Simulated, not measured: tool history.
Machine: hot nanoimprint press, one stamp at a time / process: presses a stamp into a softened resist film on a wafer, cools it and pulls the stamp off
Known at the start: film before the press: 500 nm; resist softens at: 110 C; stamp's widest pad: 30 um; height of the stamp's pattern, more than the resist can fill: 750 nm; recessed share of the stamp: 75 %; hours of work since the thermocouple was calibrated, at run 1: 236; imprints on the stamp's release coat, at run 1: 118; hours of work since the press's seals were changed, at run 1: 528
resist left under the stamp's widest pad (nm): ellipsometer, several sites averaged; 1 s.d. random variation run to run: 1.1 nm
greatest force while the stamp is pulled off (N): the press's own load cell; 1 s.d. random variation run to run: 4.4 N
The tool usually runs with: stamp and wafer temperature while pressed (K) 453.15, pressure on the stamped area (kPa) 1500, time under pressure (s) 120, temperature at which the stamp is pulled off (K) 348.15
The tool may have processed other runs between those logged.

run,day,stamp and wafer temperature while pressed (K),pressure on the stamped area (kPa),time under pressure (s),temperature at which the stamp is pulled off (K),hours of work since the thermocouple was calibrated,imprints on the stamp's release coat,hours of work since the press's seals were changed,resist left under the stamp's widest pad (nm),greatest force while the stamp is pulled off (N)
1,0.000,453.15,1500,120,348.15,236,118,528,186.5,224
2,1.433,453.15,1500,209,348.15,261,207,553,152.8,238
# day 1.667: plate thermocouple calibrated
3,2.271,453.15,1500,121,348.15,11,251,566,183.2,232
4,2.996,453.15,1500,120,348.15,24,296,579,184.6,229
5,4.046,453.15,1500,120,348.15,43,361,598,183.7,241
6,5.496,453.15,1500,120,348.15,69,450,624,186.0,241
7,6.658,453.15,1500,117,348.15,90,522,645,188.6,239
8,7.892,453.15,1500,117,348.15,112,599,667,186.7,245
9,8.596,453.15,1500,117,348.15,125,642,680,189.9,243
10,9.417,453.15,1500,117,348.15,139,693,695,189.1,249
11,10.738,453.15,1500,117,348.15,163,775,718,191.9,258
12,11.392,453.15,1500,117,348.15,175,815,730,188.8,253
13,12.050,441.15,1220,120,348.15,187,856,742,302.8,255
14,13.417,451.15,1220,120,340.15,211,941,767,224.4,328

Alternative continuations, all from the tool just after run 14; predict every row:
A,14.746,451.15,1270,120,348.15,235,1023,791,?,?
B,14.746,451.15,1220,154,338.15,235,1023,791,?,?
C,14.746,451.15,1220,209,348.15,235,1023,791,?,?
D,14.746,451.15,1220,67,340.15,235,1023,791,?,?
E,14.746,460.15,1220,120,340.15,235,1023,791,?,?

run,resist left under the stamp's widest pad (nm),greatest force while the stamp is pulled off (N)
A,221.9,273
B,207.5,337
C,185.7,272
D,272.5,328
E,173.3,319
What these runs would have given with no unlogged condition in the tool:
run,resist left under the stamp's widest pad (nm),greatest force while the stamp is pulled off (N)
A,211.3,221
B,197.6,274
C,176.6,220
D,260.9,267
E,165.4,260

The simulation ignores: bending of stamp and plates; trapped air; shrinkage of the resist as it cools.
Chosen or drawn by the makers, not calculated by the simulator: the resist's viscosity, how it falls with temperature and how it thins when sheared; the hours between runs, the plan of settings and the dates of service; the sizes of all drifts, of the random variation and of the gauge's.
